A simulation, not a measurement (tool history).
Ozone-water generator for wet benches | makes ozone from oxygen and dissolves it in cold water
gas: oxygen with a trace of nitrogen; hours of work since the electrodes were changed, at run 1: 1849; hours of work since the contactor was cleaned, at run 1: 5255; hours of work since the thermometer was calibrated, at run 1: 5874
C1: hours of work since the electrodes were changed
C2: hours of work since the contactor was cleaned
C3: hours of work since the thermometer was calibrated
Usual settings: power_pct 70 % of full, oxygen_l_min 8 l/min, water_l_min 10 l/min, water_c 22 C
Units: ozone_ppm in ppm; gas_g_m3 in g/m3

run 1 hour=0 | power_pct=70 oxygen_l_min=8 water_l_min=10 water_c=22 | C1=1849 C2=5255 C3=5874 | ozone_ppm=27.4 gas_g_m3=214.7
-- hour=17.5 water thermometer calibrated
run 2 hour=68.9 | power_pct=70 oxygen_l_min=8 water_l_min=8 water_c=22 | C1=1892 C2=5297 C3=32 | ozone_ppm=31.9 gas_g_m3=215.6
run 3 hour=211.6 | power_pct=70 oxygen_l_min=8 water_l_min=9 water_c=22 | C1=1980 C2=5386 C3=120 | ozone_ppm=29 gas_g_m3=216
run 4 hour=332.2 | power_pct=70 oxygen_l_min=8 water_l_min=9 water_c=20 | C1=2054 C2=5460 C3=194 | ozone_ppm=30.3 gas_g_m3=213.1
run 5 hour=424.4 | power_pct=70 oxygen_l_min=8 water_l_min=9 water_c=20 | C1=2111 C2=5517 C3=251 | ozone_ppm=30.5 gas_g_m3=213.2
run 6 hour=573.3 | power_pct=70 oxygen_l_min=8 water_l_min=9 water_c=20 | C1=2203 C2=5609 C3=343 | ozone_ppm=30.5 gas_g_m3=215.6
run 7 hour=687.8 | power_pct=70 oxygen_l_min=8 water_l_min=9 water_c=20 | C1=2274 C2=5680 C3=414 | ozone_ppm=30.4 gas_g_m3=214.8
run 8 hour=789.9 | power_pct=70 oxygen_l_min=8 water_l_min=9 water_c=20 | C1=2337 C2=5743 C3=477 | ozone_ppm=29.8 gas_g_m3=213.2
run 9 hour=866.7 | power_pct=70 oxygen_l_min=8 water_l_min=9 water_c=20 | C1=2384 C2=5790 C3=525 | ozone_ppm=29.8 gas_g_m3=213.1
run 10 hour=988.9 | power_pct=70 oxygen_l_min=8 water_l_min=9 water_c=20 | C1=2460 C2=5866 C3=600 | ozone_ppm=29.9 gas_g_m3=213.1
run 11 hour=1122.2 | power_pct=70 oxygen_l_min=8 water_l_min=10 water_c=15 | C1=2542 C2=5948 C3=682 | ozone_ppm=31 gas_g_m3=212.5
run 12 hour=1222.3 | power_pct=70 oxygen_l_min=8 water_l_min=10 water_c=15 | C1=2604 C2=6010 C3=744 | ozone_ppm=30.9 gas_g_m3=212.6
run 13 hour=1317.5 | power_pct=70 oxygen_l_min=8 water_l_min=10 water_c=15 | C1=2663 C2=6069 C3=803 | ozone_ppm=31.2 gas_g_m3=211.1
run 14 hour=1468.7 | power_pct=63 oxygen_l_min=12.04 water_l_min=13 water_c=15 | C1=2756 C2=6162 C3=896 | ozone_ppm=23.3 gas_g_m3=168.3
run 15 hour=1592.2 | power_pct=52 oxygen_l_min=8 water_l_min=16 water_c=22 | C1=2832 C2=6238 C3=973 | ozone_ppm=14.8 gas_g_m3=164.3
run 16 hour=1742.8 | power_pct=60 oxygen_l_min=8 water_l_min=16 water_c=14 | C1=2925 C2=6331 C3=1066 | ozone_ppm=18.9 gas_g_m3=185.3
run 17 hour=1832.5 | power_pct=60 oxygen_l_min=8 water_l_min=16 water_c=14 | C1=2981 C2=6387 C3=1121 | ozone_ppm=19 gas_g_m3=185.9
run 18 hour=1937.8 | power_pct=60 oxygen_l_min=8.14 water_l_min=7 water_c=14 | C1=3046 C2=6452 C3=1186 | ozone_ppm=34.3 gas_g_m3=183.7
run 19 hour=2029.4 | power_pct=70 oxygen_l_min=8 water_l_min=11 water_c=22 | C1=3102 C2=6508 C3=1243 | ozone_ppm=24.1 gas_g_m3=209.3
run 20 hour=2118.9 | power_pct=47 oxygen_l_min=11.73 water_l_min=13 water_c=28 | C1=3158 C2=6564 C3=1298 | ozone_ppm=13.1 gas_g_m3=132.7
-- hour=2151.9 contactor cleaned
run 21 hour=2258.5 | power_pct=73 oxygen_l_min=5.77 water_l_min=12 water_c=19 | C1=3241 C2=66 C3=1382 | ozone_ppm=28.2 gas_g_m3=241.3
run 22 hour=2363.2 | power_pct=73 oxygen_l_min=5.77 water_l_min=12 water_c=19 | C1=3306 C2=131 C3=1446 | ozone_ppm=28.3 gas_g_m3=240.9
run 23 hour=2485.3 | power_pct=73 oxygen_l_min=5.77 water_l_min=7 water_c=19 | C1=3381 C2=206 C3=1522 | ozone_ppm=39.7 gas_g_m3=239.8

Forecast each of these 4 alternatives for the next run:
run A hour=2575.2 | power_pct=42 oxygen_l_min=13.29 water_l_min=7 water_c=30 | C1=3437 C2=261 C3=1577 | ozone_ppm=? gas_g_m3=?
run B hour=2575.2 | power_pct=70 oxygen_l_min=8 water_l_min=9 water_c=22 | C1=3437 C2=261 C3=1577 | ozone_ppm=? gas_g_m3=?
run C hour=2575.2 | power_pct=73 oxygen_l_min=8.17 water_l_min=11 water_c=19 | C1=3437 C2=261 C3=1577 | ozone_ppm=? gas_g_m3=?
run D hour=2575.2 | power_pct=66 oxygen_l_min=8 water_l_min=10 water_c=22 | C1=3437 C2=261 C3=1577 | ozone_ppm=? gas_g_m3=?

run=A ozone_ppm=16.6 gas_g_m3=116.6
run=B ozone_ppm=30 gas_g_m3=205.3
run=C ozone_ppm=29.3 gas_g_m3=211.2
run=D ozone_ppm=26.8 gas_g_m3=196.9
Without the tool's hidden state the same runs would have given:
run=A ozone_ppm=17.8 gas_g_m3=123.4
run=B ozone_ppm=33.4 gas_g_m3=226.3
run=C ozone_ppm=32.7 gas_g_m3=233.6
run=D ozone_ppm=29.7 gas_g_m3=216
